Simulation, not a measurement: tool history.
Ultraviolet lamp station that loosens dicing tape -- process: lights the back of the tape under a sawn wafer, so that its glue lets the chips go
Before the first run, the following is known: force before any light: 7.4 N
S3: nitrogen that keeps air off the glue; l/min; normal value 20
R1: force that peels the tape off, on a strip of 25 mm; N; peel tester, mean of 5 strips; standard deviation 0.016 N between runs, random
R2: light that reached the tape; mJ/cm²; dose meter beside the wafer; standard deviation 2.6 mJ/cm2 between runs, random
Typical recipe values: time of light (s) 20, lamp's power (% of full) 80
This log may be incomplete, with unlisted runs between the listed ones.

run 1 hour=0.0 | time_of_light_(s)=20 lamp's_power_(%_of_full)=80 S3=20 | R1=1.147 R2=254
run 2 hour=19.6 | time_of_light_(s)=20 lamp's_power_(%_of_full)=80 S3=10 | R1=1.762 R2=250
run 3 hour=41.9 | time_of_light_(s)=20 lamp's_power_(%_of_full)=80 S3=10 | R1=1.696 R2=253
run 4 hour=59.5 | time_of_light_(s)=20 lamp's_power_(%_of_full)=80 S3=10 | R1=1.725 R2=246
run 5 hour=81.7 | time_of_light_(s)=20 lamp's_power_(%_of_full)=80 S3=10 | R1=1.755 R2=246
run 6 hour=101.6 | time_of_light_(s)=20 lamp's_power_(%_of_full)=80 S3=10 | R1=1.785 R2=244
run 7 hour=112.3 | time_of_light_(s)=20 lamp's_power_(%_of_full)=80 S3=20 | R1=1.256 R2=246
run 8 hour=133.6 | time_of_light_(s)=20 lamp's_power_(%_of_full)=80 S3=20 | R1=1.264 R2=246
run 9 hour=145.7 | time_of_light_(s)=20 lamp's_power_(%_of_full)=80 S3=20 | R1=1.325 R2=244
run 10 hour=161.4 | time_of_light_(s)=20 lamp's_power_(%_of_full)=80 S3=20 | R1=1.311 R2=239
run 11 hour=181.1 | time_of_light_(s)=24 lamp's_power_(%_of_full)=72 S3=20 | R1=1.219 R2=258
run 12 hour=192.8 | time_of_light_(s)=24 lamp's_power_(%_of_full)=93 S3=24 | R1=0.681 R2=329
run 13 hour=205.9 | time_of_light_(s)=12 lamp's_power_(%_of_full)=95 S3=17 | R1=2.268 R2=170
run 14 hour=221.1 | time_of_light_(s)=11 lamp's_power_(%_of_full)=91 S3=24 | R1=2.385 R2=145
run 15 hour=235.8 | time_of_light_(s)=14 lamp's_power_(%_of_full)=78 S3=21 | R1=2.211 R2=160
run 16 hour=247.0 | time_of_light_(s)=20 lamp's_power_(%_of_full)=63 S3=20 | R1=1.830 R2=180
-- hour=261.3 window cleaned of glue's vapour
run 17 hour=268.4 | time_of_light_(s)=20 lamp's_power_(%_of_full)=63 S3=20 | R1=1.495 R2=214
run 18 hour=285.1 | time_of_light_(s)=26 lamp's_power_(%_of_full)=81 S3=20 | R1=0.618 R2=361
run 19 hour=297.2 | time_of_light_(s)=26 lamp's_power_(%_of_full)=80 S3=19 | R1=0.673 R2=356

4 options for the next run, each taken on its own from the tool as it stands now. Forecast them:
run A hour=308.3 | time_of_light_(s)=26 lamp's_power_(%_of_full)=80 S3=35 | R1=? R2=?
run B hour=308.3 | time_of_light_(s)=15 lamp's_power_(%_of_full)=99 S3=8 | R1=? R2=?
run C hour=308.3 | time_of_light_(s)=21 lamp's_power_(%_of_full)=87 S3=20 | R1=? R2=?
run D hour=308.3 | time_of_light_(s)=23 lamp's_power_(%_of_full)=89 S3=39 | R1=? R2=?

run=A R1=0.452 R2=356
run=B R1=1.908 R2=254
run=C R1=0.833 R2=314
run=D R1=0.472 R2=347
What these runs would have given with no unlogged condition in the tool:
run=A R1=0.325 R2=424
run=B R1=1.495 R2=302
run=C R1=0.598 R2=373
run=D R1=0.342 R2=414
